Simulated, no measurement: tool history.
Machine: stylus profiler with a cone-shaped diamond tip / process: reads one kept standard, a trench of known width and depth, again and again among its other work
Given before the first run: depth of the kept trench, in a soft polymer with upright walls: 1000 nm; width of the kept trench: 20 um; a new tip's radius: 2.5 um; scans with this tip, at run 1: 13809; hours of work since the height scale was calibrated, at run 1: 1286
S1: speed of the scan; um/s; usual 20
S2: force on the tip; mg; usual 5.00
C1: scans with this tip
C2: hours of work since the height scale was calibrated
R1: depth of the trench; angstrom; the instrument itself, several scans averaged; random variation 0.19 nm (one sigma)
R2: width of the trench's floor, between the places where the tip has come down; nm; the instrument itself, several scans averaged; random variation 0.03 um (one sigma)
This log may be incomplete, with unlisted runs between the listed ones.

{"run": 1, "day": 0.0, "S1": 20, "S2": 5.0, "C1": 13809, "C2": 1286, "R1": 10251.4, "R2": 14480}
{"day": 0.392, "done": "new tip fitted, height scale calibrated"}
{"run": 2, "day": 0.825, "S1": 20, "S2": 5.0, "C1": 63, "C2": 6, "R1": 10233.6, "R2": 15970}
{"run": 3, "day": 1.229, "S1": 9, "S2": 5.0, "C1": 121, "C2": 11, "R1": 10238.5, "R2": 16000}
{"run": 4, "day": 1.704, "S1": 20, "S2": 5.0, "C1": 190, "C2": 18, "R1": 10238.9, "R2": 15930}
{"run": 5, "day": 2.104, "S1": 20, "S2": 5.0, "C1": 248, "C2": 23, "R1": 10234.5, "R2": 15960}
{"run": 6, "day": 2.808, "S1": 20, "S2": 5.0, "C1": 350, "C2": 33, "R1": 10238.2, "R2": 15950}
{"run": 7, "day": 3.25, "S1": 20, "S2": 5.0, "C1": 414, "C2": 39, "R1": 10235.9, "R2": 15920}
{"run": 8, "day": 3.762, "S1": 20, "S2": 13.55, "C1": 488, "C2": 45, "R1": 10458.0, "R2": 15900}
{"run": 9, "day": 4.479, "S1": 20, "S2": 5.0, "C1": 592, "C2": 55, "R1": 10236.0, "R2": 15880}
{"run": 10, "day": 5.146, "S1": 20, "S2": 3.96, "C1": 688, "C2": 64, "R1": 10202.6, "R2": 15900}
{"run": 11, "day": 5.475, "S1": 20, "S2": 5.0, "C1": 736, "C2": 68, "R1": 10235.9, "R2": 15800}
{"run": 12, "day": 6.258, "S1": 20, "S2": 5.0, "C1": 849, "C2": 79, "R1": 10235.0, "R2": 15820}
{"run": 13, "day": 7.025, "S1": 20, "S2": 5.0, "C1": 959, "C2": 89, "R1": 10236.3, "R2": 15850}
{"run": 14, "day": 7.542, "S1": 20, "S2": 5.0, "C1": 1035, "C2": 96, "R1": 10235.7, "R2": 15850}
{"run": 15, "day": 8.012, "S1": 17, "S2": 5.0, "C1": 1103, "C2": 103, "R1": 10235.8, "R2": 15800}
{"run": 16, "day": 8.729, "S1": 20, "S2": 10.32, "C1": 1206, "C2": 112, "R1": 10384.6, "R2": 15830}
{"run": 17, "day": 9.225, "S1": 20, "S2": 12.87, "C1": 1278, "C2": 119, "R1": 10450.9, "R2": 15840}
{"run": 18, "day": 9.738, "S1": 8, "S2": 5.0, "C1": 1352, "C2": 126, "R1": 10237.4, "R2": 15790}
{"run": 19, "day": 10.138, "S1": 8, "S2": 5.0, "C1": 1410, "C2": 131, "R1": 10237.8, "R2": 15830}
{"run": 20, "day": 10.579, "S1": 11, "S2": 3.06, "C1": 1474, "C2": 137, "R1": 10171.7, "R2": 15800}
{"run": 21, "day": 11.062, "S1": 5, "S2": 1.99, "C1": 1544, "C2": 144, "R1": 10127.0, "R2": 15730}
{"run": 22, "day": 11.446, "S1": 12, "S2": 12.94, "C1": 1599, "C2": 149, "R1": 10448.6, "R2": 15850}
{"run": 23, "day": 12.142, "S1": 12, "S2": 12.94, "C1": 1700, "C2": 158, "R1": 10445.3, "R2": 15790}
{"run": 24, "day": 12.796, "S1": 6, "S2": 7.96, "C1": 1795, "C2": 167, "R1": 10324.6, "R2": 15760}
{"run": 25, "day": 13.529, "S1": 19, "S2": 11.99, "C1": 1901, "C2": 177, "R1": 10425.0, "R2": 15680}
{"run": 26, "day": 14.1, "S1": 36, "S2": 2.86, "C1": 1983, "C2": 185, "R1": 10163.3, "R2": 15590}

Each row is a separate what-if for the run after 26, all from the same tool condition, not one after another. Results?
{"run": "A", "day": 14.521, "S1": 7, "S2": 6.5, "C1": 2044, "C2": 190, "R1": "?", "R2": "?"}
{"run": "B", "day": 14.521, "S1": 36, "S2": 10.34, "C1": 2044, "C2": 190, "R1": "?", "R2": "?"}
{"run": "C", "day": 14.521, "S1": 39, "S2": 6.26, "C1": 2044, "C2": 190, "R1": "?", "R2": "?"}
{"run": "D", "day": 14.521, "S1": 11, "S2": 3.16, "C1": 2044, "C2": 190, "R1": "?", "R2": "?"}

run=A R1=10280.8 R2=15800
run=B R1=10385.9 R2=15750
run=C R1=10275.6 R2=15720
run=D R1=10178.7 R2=15770
Without the tool's unlogged condition, the same runs would have read:
run=A R1=10282.0 R2=16030
run=B R1=10387.2 R2=15990
run=C R1=10276.8 R2=15960
run=D R1=10179.9 R2=16000
